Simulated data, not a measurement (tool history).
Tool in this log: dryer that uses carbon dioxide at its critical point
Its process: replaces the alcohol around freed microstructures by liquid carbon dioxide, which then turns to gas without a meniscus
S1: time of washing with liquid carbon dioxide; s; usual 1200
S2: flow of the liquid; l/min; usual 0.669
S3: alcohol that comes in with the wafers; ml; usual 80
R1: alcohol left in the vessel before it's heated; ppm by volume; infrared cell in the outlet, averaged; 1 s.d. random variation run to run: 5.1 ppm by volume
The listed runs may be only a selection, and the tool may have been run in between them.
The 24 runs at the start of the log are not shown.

run	day	S1	S2	S3	R1
25	28.746	1260	0.764	80	61
26	30.004	1200	0.943	59	37
27	31.012	1200	0.943	59	33
# day 31.179: inlet filter changed
28	31.838	1320	0.414	26	212
29	33.183	1140	0.669	80	133
30	34.3	1560	0.558	111	92
31	35.308	1320	0.537	38	113
32	36.017	1440	1.012	60	30
33	37.333	1440	1.012	60	41
34	38.483	1140	0.621	49	168
35	39.792	1140	0.621	49	185
36	40.488	1200	0.481	80	651
37	41.421	1200	0.442	92	1099
38	43.017	1800	0.959	92	44
# day 43.833: inlet filter changed
39	44.329	960	0.733	42	116
40	45.333	960	0.733	42	124
41	46.254	1200	0.665	80	116
42	47.621	1200	0.665	80	125
43	49.2	960	0.669	32	182
44	50.633	960	0.669	32	186
45	51.721	960	0.669	118	579

Run 46 has not been measured yet. What should we expect?
46	52.558	960	0.669	118	?

For run 46 the tool returned R1 586 ppm by volume.
With the hidden condition absent and the run-to-run variation left alone, this run would have shown R1 343 ppm by volume.
